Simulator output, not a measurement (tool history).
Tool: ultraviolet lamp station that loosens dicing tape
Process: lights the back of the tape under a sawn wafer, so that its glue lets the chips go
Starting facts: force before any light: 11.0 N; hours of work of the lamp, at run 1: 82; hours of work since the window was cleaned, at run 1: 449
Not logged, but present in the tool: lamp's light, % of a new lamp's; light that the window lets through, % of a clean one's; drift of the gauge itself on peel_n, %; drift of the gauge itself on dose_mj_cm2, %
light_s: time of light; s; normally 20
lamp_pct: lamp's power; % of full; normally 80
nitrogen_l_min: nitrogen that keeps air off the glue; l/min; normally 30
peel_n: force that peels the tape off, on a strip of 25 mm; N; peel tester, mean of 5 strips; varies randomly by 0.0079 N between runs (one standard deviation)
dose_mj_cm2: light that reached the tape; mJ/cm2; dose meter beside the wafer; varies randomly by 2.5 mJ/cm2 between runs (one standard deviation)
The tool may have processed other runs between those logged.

| run | day | light_s | lamp_pct | nitrogen_l_min | hours of work of the lamp | hours of work since the window was cleaned | peel_n | dose_mj_cm2 |
|---|---|---|---|---|---|---|---|---|
| 1 | 0 | 20 | 80 | 30 | 82 | 449 | 0.366 | 292 |
| 2 | 1.438 | 20 | 71 | 30 | 101 | 468 | 0.469 | 252 |
|  | 1.833 | window cleaned of glue's vapour |
| 3 | 3.175 | 20 | 80 | 30 | 125 | 18 | 0.382 | 282 |
| 4 | 4.204 | 20 | 80 | 30 | 139 | 32 | 0.385 | 280 |
| 5 | 6.329 | 34 | 80 | 30 | 168 | 61 | 0.193 | 474 |
| 6 | 7.9 | 34 | 80 | 30 | 189 | 83 | 0.198 | 466 |
|  | 9.254 | window cleaned of glue's vapour, once more |
| 7 | 9.742 | 34 | 80 | 36 | 214 | 7 | 0.187 | 495 |
| 8 | 10.867 | 34 | 80 | 36 | 230 | 22 | 0.185 | 494 |
| 9 | 13.083 | 34 | 80 | 36 | 260 | 52 | 0.187 | 490 |
| 10 | 15.354 | 34 | 80 | 36 | 291 | 83 | 0.194 | 486 |
| 11 | 16.912 | 34 | 80 | 36 | 312 | 105 | 0.187 | 478 |
| 12 | 18.762 | 40 | 80 | 36 | 338 | 130 | 0.181 | 550 |
| 13 | 19.704 | 20 | 80 | 30 | 350 | 143 | 0.382 | 278 |
| 14 | 21 | 20 | 80 | 30 | 368 | 161 | 0.399 | 275 |
| 15 | 22.162 | 20 | 80 | 30 | 384 | 176 | 0.405 | 273 |
| 16 | 24.246 | 20 | 80 | 30 | 413 | 205 | 0.42 | 270 |
| 17 | 25.733 | 20 | 80 | 13 | 433 | 225 | 0.686 | 269 |
| 18 | 27.204 | 20 | 80 | 33 | 453 | 245 | 0.401 | 267 |
| 19 | 29.121 | 20 | 80 | 16 | 479 | 272 | 0.619 | 260 |
| 20 | 30.383 | 20 | 80 | 30 | 496 | 289 | 0.433 | 263 |
| 21 | 31.404 | 20 | 80 | 30 | 510 | 303 | 0.452 | 256 |
| 22 | 33.188 | 20 | 80 | 30 | 535 | 327 | 0.46 | 257 |
| 23 | 34.442 | 11 | 79 | 23 | 552 | 344 | 1.97 | 136 |
| 24 | 35.379 | 11 | 79 | 23 | 565 | 357 | 1.867 | 135 |
| 25 | 37.446 | 21 | 84 | 12 | 593 | 385 | 0.646 | 270 |
| 26 | 39.471 | 21 | 84 | 12 | 621 | 413 | 0.658 | 269 |
| 27 | 40.742 | 14 | 84 | 49 | 638 | 430 | 0.87 | 179 |
| 28 | 42.796 | 36 | 79 | 49 | 666 | 458 | 0.172 | 430 |
| 29 | 43.796 | 27 | 81 | 30 | 680 | 472 | 0.261 | 327 |
|  | 43.908 | window cleaned of glue's vapour |
| 30 | 45.979 | 14 | 76 | 15 | 709 | 28 | 1.668 | 165 |
| 31 | 47.383 | 14 | 76 | 15 | 729 | 47 | 1.696 | 161 |
| 32 | 49.458 | 14 | 76 | 15 | 757 | 76 | 1.719 | 159 |
| 33 | 50.525 | 39 | 78 | 51 | 771 | 90 | 0.186 | 453 |
| 34 | 51.625 | 24 | 80 | 39 | 787 | 105 | 0.336 | 285 |
| 35 | 53.121 | 24 | 80 | 39 | 807 | 126 | 0.337 | 282 |
| 36 | 54.867 | 24 | 80 | 39 | 831 | 150 | 0.33 | 279 |
| 37 | 56.246 | 13 | 88 | 12 | 850 | 169 | 1.845 | 166 |
| 38 | 57.567 | 22 | 78 | 26 | 868 | 187 | 0.558 | 247 |
| 39 | 59.562 | 14 | 76 | 9 | 895 | 214 | 2.417 | 150 |
| 40 | 60.754 | 14 | 76 | 9 | 911 | 230 | 2.447 | 144 |
| 41 | 62.008 | 14 | 60 | 38 | 928 | 247 | 2.136 | 119 |
| 42 | 64.238 | 23 | 91 | 38 | 959 | 278 | 0.345 | 282 |
| 43 | 66.279 | 23 | 91 | 49 | 987 | 306 | 0.323 | 281 |

Some steps in peel_n, run to run, broken into two amounts with sign: the step expected even without the hidden condition (settings, incoming material, random variation), and the rest, left for the hidden condition together with whatever gauge scatter is not in both the measured and the hidden-condition-free result:
Run 32 -> 33: light_s 14 -> 39, lamp_pct 76 -> 78, nitrogen_l_min 15 -> 51. peel_n -1.533 N: hidden state -0.684, all else -0.849.
Run 36 -> 37: light_s 24 -> 13, lamp_pct 80 -> 88, nitrogen_l_min 39 -> 12. peel_n +1.515 N: hidden state +0.705, all else +0.81.
Run 38 -> 39: light_s 22 -> 14, lamp_pct 78 -> 76, nitrogen_l_min 26 -> 9. peel_n +1.859 N: hidden state +0.773, all else +1.086.
Run 41 -> 42: light_s 14 -> 23, lamp_pct 60 -> 91. peel_n -1.791 N: hidden state -0.874, all else -0.917.

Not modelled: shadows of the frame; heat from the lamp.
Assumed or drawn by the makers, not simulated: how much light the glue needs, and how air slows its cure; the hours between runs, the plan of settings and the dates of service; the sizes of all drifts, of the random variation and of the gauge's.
